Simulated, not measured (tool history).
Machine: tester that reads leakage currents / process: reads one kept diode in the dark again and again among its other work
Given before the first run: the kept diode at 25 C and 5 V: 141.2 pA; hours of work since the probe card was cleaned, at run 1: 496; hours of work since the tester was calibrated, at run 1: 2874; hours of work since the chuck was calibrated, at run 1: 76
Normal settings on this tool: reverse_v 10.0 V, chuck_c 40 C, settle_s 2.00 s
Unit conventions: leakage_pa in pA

run,day,reverse_v,chuck_c,settle_s,hours of work since the probe card was cleaned,hours of work since the tester was calibrated,hours of work since the chuck was calibrated,leakage_pa
1,0.000,10.0,40,2.00,496,2874,76,589.48
2,10.192,10.0,40,2.00,615,2994,195,593.90
3,19.329,10.0,36,2.00,722,3101,302,461.57
4,23.471,10.0,36,2.00,770,3149,351,461.81
5,31.392,5.0,40,2.00,863,3242,443,424.90
6,36.508,10.0,27,2.00,923,3302,503,252.88
7,42.008,10.0,27,2.00,987,3366,568,255.45
8,48.021,10.0,40,1.35,1058,3436,638,613.69
9,54.350,10.0,40,1.35,1132,3510,712,617.74
10,63.233,10.0,40,1.35,1236,3614,816,622.29
11,70.421,10.0,40,1.35,1320,3698,900,627.18
12,74.817,10.0,40,1.35,1371,3750,951,631.66
13,83.179,10.0,40,1.35,1469,3848,1049,634.25
14,88.138,10.0,40,2.03,1527,3906,1107,638.27
15,93.292,13.7,38,1.60,1588,3966,1168,664.24
16,101.217,13.7,40,2.70,1680,4059,1260,761.06
# day 108.846: chuck's temperature calibrated
17,110.962,16.5,30,2.70,1793,4172,25,395.71
18,119.979,7.7,47,4.46,1899,4277,130,813.18
# day 124.146: tester calibrated
19,127.233,7.7,47,4.46,1983,36,214,789.26
20,131.617,8.4,38,0.90,2034,87,265,467.95
21,138.121,10.7,47,0.90,2110,163,342,946.91
# day 142.996: probe card cleaned and baked
22,145.404,4.0,27,4.99,28,247,425,150.53
23,154.942,4.3,42,4.99,140,359,537,433.27
24,160.088,4.3,42,4.99,200,419,597,435.42
25,165.788,1.2,31,1.42,267,486,664,109.22
26,175.283,9.1,39,2.00,378,597,775,537.72
27,185.258,9.1,39,2.00,495,714,892,540.32

Branching from run 27: 4 alternative next runs. What would each branch give?
A,192.942,1.1,47,0.57,584,804,982,?
B,192.942,16.3,57,0.37,584,804,982,?
C,192.942,1.0,39,6.14,584,804,982,?
D,192.942,2.8,23,1.04,584,804,982,?

run,leakage_pa
A,304.77
B,2228.61
C,173.36
D,98.94
Stripped of hidden state, with their random variation kept, the same runs would have yielded:
run,leakage_pa
A,284.27
B,2085.50
C,161.10
D,90.91
